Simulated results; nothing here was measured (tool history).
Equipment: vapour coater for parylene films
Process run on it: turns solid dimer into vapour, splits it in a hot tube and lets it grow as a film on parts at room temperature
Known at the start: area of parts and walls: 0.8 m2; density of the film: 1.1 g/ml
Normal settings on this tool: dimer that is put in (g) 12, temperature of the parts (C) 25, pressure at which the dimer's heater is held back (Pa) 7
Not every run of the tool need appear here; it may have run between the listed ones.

run,hour,dimer that is put in (g),temperature of the parts (C),pressure at which the dimer's heater is held back (Pa),thickness of the film (µm)
1,0,12,25,7,9.82
2,22.4,12,25,7,9.65
3,41.2,12,25,7,9.55
4,57.2,12,25,7,9.81
5,80.8,10,25,7,7.95
6,104.2,10,25,7,8.04
7,116.7,12,25,7,9.7
8,130.5,12,25,7,9.48
9,153.1,12,25,7,9.64
10,163.6,12,25,7,9.63
# hour 169.5: trap's valve overhauled
11,186.6,20,28,6.95,14.66
12,201.3,17,24,10.16,13.55
# hour 214.9: trap's valve overhauled, once more
13,222.6,9,25,4.12,7.46
14,245.9,9,25,4.12,7.53
15,264.8,6,23,7,5.06

Below are 3 alternative next runs, each starting from the tool's condition after run 15. Predict each:
A,286,12,26,3.94,?
B,286,6,22,7.62,?
C,286,6,37,3.58,?

run,thickness of the film (µm)
A,9.69
B,5.16
C,3.38
Take away the tool's hidden state, keep each run's random variation, and the runs would have read:
run,thickness of the film (µm)
A,10
B,5.33
C,3.49

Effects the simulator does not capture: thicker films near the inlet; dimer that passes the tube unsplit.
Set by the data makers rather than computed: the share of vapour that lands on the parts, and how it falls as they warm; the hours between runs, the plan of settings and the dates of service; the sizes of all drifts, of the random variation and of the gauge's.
